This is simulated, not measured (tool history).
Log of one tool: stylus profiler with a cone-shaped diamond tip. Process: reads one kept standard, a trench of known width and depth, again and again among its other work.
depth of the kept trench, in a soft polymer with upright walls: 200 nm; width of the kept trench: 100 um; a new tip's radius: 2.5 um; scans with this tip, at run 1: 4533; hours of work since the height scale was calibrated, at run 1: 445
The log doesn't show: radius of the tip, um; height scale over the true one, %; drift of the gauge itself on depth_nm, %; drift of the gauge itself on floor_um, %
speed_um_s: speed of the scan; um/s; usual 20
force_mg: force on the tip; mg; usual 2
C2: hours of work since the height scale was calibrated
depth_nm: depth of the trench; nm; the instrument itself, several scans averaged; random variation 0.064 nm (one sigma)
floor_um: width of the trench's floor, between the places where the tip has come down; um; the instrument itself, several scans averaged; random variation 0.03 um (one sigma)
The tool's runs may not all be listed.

{"run": 1, "hour": 0.0, "speed_um_s": 20, "force_mg": 2, "scans with this tip": 4533, "C2": 445, "depth_nm": 202.37, "floor_um": 97.53}
{"run": 2, "hour": 33.8, "speed_um_s": 20, "force_mg": 2, "scans with this tip": 4686, "C2": 460, "depth_nm": 202.37, "floor_um": 97.5}
{"run": 3, "hour": 54.1, "speed_um_s": 20, "force_mg": 2, "scans with this tip": 4778, "C2": 469, "depth_nm": 202.38, "floor_um": 97.49}
{"run": 4, "hour": 83.5, "speed_um_s": 20, "force_mg": 2, "scans with this tip": 4912, "C2": 483, "depth_nm": 202.36, "floor_um": 97.55}
{"run": 5, "hour": 108.2, "speed_um_s": 20, "force_mg": 2, "scans with this tip": 5024, "C2": 494, "depth_nm": 202.41, "floor_um": 97.5}
{"run": 6, "hour": 128.4, "speed_um_s": 15, "force_mg": 2, "scans with this tip": 5116, "C2": 503, "depth_nm": 202.41, "floor_um": 97.54}
{"run": 7, "hour": 164.2, "speed_um_s": 15, "force_mg": 2, "scans with this tip": 5278, "C2": 519, "depth_nm": 202.42, "floor_um": 97.53}
{"run": 8, "hour": 195.7, "speed_um_s": 15, "force_mg": 2, "scans with this tip": 5421, "C2": 533, "depth_nm": 202.38, "floor_um": 97.51}
{"run": 9, "hour": 214.5, "speed_um_s": 15, "force_mg": 2, "scans with this tip": 5506, "C2": 541, "depth_nm": 202.59, "floor_um": 97.49}
{"run": 10, "hour": 239.7, "speed_um_s": 15, "force_mg": 2, "scans with this tip": 5621, "C2": 552, "depth_nm": 202.36, "floor_um": 97.49}
{"hour": 242.4, "done": "height scale calibrated on a step standard"}
{"run": 11, "hour": 275.5, "speed_um_s": 15, "force_mg": 2, "scans with this tip": 5781, "C2": 15, "depth_nm": 202.51, "floor_um": 97.41}
{"run": 12, "hour": 308.8, "speed_um_s": 15, "force_mg": 2, "scans with this tip": 5932, "C2": 30, "depth_nm": 202.5, "floor_um": 97.45}
{"run": 13, "hour": 335.5, "speed_um_s": 63, "force_mg": 3.51, "scans with this tip": 6053, "C2": 42, "depth_nm": 203.59, "floor_um": 97.22}
{"run": 14, "hour": 370.3, "speed_um_s": 57, "force_mg": 4.22, "scans with this tip": 6211, "C2": 57, "depth_nm": 203.98, "floor_um": 97.28}
{"run": 15, "hour": 397.3, "speed_um_s": 57, "force_mg": 4.22, "scans with this tip": 6334, "C2": 69, "depth_nm": 203.89, "floor_um": 97.3}
{"hour": 418.3, "done": "height scale calibrated on a step standard, once more"}
{"run": 16, "hour": 432.2, "speed_um_s": 14, "force_mg": 2, "scans with this tip": 6490, "C2": 6, "depth_nm": 202.34, "floor_um": 97.42}
{"run": 17, "hour": 448.5, "speed_um_s": 31, "force_mg": 3.01, "scans with this tip": 6564, "C2": 13, "depth_nm": 203.07, "floor_um": 97.36}
{"run": 18, "hour": 466.4, "speed_um_s": 68, "force_mg": 2, "scans with this tip": 6645, "C2": 21, "depth_nm": 202.31, "floor_um": 97.07}
{"run": 19, "hour": 486.5, "speed_um_s": 40, "force_mg": 2.51, "scans with this tip": 6736, "C2": 30, "depth_nm": 202.62, "floor_um": 97.27}
{"run": 20, "hour": 505.8, "speed_um_s": 16, "force_mg": 2, "scans with this tip": 6824, "C2": 39, "depth_nm": 202.29, "floor_um": 97.37}
{"run": 21, "hour": 526.0, "speed_um_s": 36, "force_mg": 2.92, "scans with this tip": 6916, "C2": 48, "depth_nm": 202.99, "floor_um": 97.2}
{"run": 22, "hour": 548.7, "speed_um_s": 9, "force_mg": 1.14, "scans with this tip": 7018, "C2": 58, "depth_nm": 201.65, "floor_um": 97.4}
{"run": 23, "hour": 574.0, "speed_um_s": 8, "force_mg": 3.7, "scans with this tip": 7133, "C2": 69, "depth_nm": 203.48, "floor_um": 97.42}

Run 24 comes next. What will it give?
{"run": 24, "hour": 595.3, "speed_um_s": 8, "force_mg": 3.7, "scans with this tip": 7230, "C2": 79, "depth_nm": "?", "floor_um": "?"}

depth_nm: 203.62 nm
floor_um: 97.36 um
Without the tool's hidden state the same run would have given depth_nm 203.56 nm, floor_um 97.99 um.
